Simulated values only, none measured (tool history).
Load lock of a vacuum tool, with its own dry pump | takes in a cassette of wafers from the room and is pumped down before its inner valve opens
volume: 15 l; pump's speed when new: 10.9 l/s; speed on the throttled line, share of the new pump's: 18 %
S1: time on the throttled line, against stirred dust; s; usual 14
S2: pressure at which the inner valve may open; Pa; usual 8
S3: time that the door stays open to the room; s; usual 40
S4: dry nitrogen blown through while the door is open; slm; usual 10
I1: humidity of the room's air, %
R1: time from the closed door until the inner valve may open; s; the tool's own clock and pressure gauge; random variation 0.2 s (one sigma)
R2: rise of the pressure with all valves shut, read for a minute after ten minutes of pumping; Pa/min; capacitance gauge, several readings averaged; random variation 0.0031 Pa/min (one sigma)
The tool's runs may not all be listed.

run	hour	S1	S2	S3	S4	I1	R1	R2
1	0	14	8	40	10	45.1	24.7	0.452
2	672.1	14	8	40	10	43.2	25.2	0.497
3	1304.9	14	8	138	10	45.3	25.3	0.569
4	1948.8	14	8	69	10	42.4	24.9	0.6
5	2352.4	14	8	69	10	47.3	25.3	0.63
6	2807.8	14	8	236	10	45.8	25.3	0.714
7	3430.2	14	8	236	10	47.3	25.3	0.762
# hour 4070.6: door's seal changed, seat wiped
8	4106.6	14	8	236	10	45	25.4	0.114
9	4689.8	14	8	236	10	47.1	25.5	0.129
10	5324.7	14	8	236	10	44.2	25.4	0.137
11	5956.3	14	8	236	10	46.2	25.8	0.153
12	6537.2	14	8	236	10	46.5	25.8	0.167
13	6888.2	14	8	236	10	45	25.8	0.172
14	7202.4	14	8	40	10	44.6	25.9	0.13
15	7812.2	14	8	40	10	44.5	25.5	0.148
16	8429	14	8	40	10	42.8	26.2	0.173
17	8734.3	14	8	40	26	47.7	26.3	0.18
18	9140.5	14	8	40	10	45.5	26.4	0.206
19	9556.6	9	12	225	38	50.6	21.6	0.246
20	10105.2	9	12	225	38	46.7	21.5	0.264
21	10487	9	12	225	38	45.1	21.6	0.281
22	10881.9	9	9	159	40	44.8	22.4	0.287
23	11537.2	16	6	40	10	45.4	28.3	0.322
24	12021.9	16	6	40	10	45.3	28.5	0.337
25	12573.9	16	6	40	10	47	28.9	0.382

Forecast run 26:
# hour 12732.6: dry pump taken out, an overhauled one fitted
26	13185.3	13	6	40	36	45.9	?	?

R1: 24.2 s
R2: 0.398 Pa/min
Without the tool's hidden state the same run would have given R1 24.3 s, R2 0.037 Pa/min.
